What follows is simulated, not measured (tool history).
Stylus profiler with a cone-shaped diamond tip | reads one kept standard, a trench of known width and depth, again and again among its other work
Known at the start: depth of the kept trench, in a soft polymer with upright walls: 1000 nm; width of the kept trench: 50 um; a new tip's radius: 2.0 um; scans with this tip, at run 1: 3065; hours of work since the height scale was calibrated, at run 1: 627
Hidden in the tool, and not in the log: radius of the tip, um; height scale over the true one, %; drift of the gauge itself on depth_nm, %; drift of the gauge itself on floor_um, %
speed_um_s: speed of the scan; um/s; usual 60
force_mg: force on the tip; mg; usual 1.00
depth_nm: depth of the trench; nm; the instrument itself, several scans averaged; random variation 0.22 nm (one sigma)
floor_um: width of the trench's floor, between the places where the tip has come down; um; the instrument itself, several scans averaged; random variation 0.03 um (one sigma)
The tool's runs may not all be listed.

run   hour  speed_um_s  force_mg  scans with this tip  hours of work since the height scale was calibrated  depth_nm  floor_um
  1    0.0          60      1.00                 3065                                                  627   1004.70     45.88
  2   55.5          60      1.00                 3199                                                  655   1004.24     45.96
  3  135.9          60      1.00                 3393                                                  695   1004.80     45.90
  4  177.6          60      1.00                 3494                                                  715   1005.02     45.90
  5  227.6          60      1.00                 3615                                                  740   1005.16     45.90
  6  275.4          60      1.71                 3731                                                  764   1006.48     46.02
  7  336.1          60      1.71                 3877                                                  794   1007.19     46.09
  8  394.0          60      1.00                 4017                                                  822   1004.61     45.97
  9  430.4         140      1.75                 4106                                                  840   1006.97     45.51
 10  468.9         140      1.75                 4199                                                  859   1006.87     45.46
 11  515.1          17      0.33                 4310                                                  882   1002.13     46.26

Forecast run 12:
     522.5  -- height scale calibrated on a step standard
 12  586.0         107      1.88                 4481                                                   31         ?         ?

{"run 12": {"depth_nm": 1006.71, "floor_um": 45.81}}
Without the tool's hidden state the same run would have given depth_nm 1006.71 nm, floor_um 45.82 um.
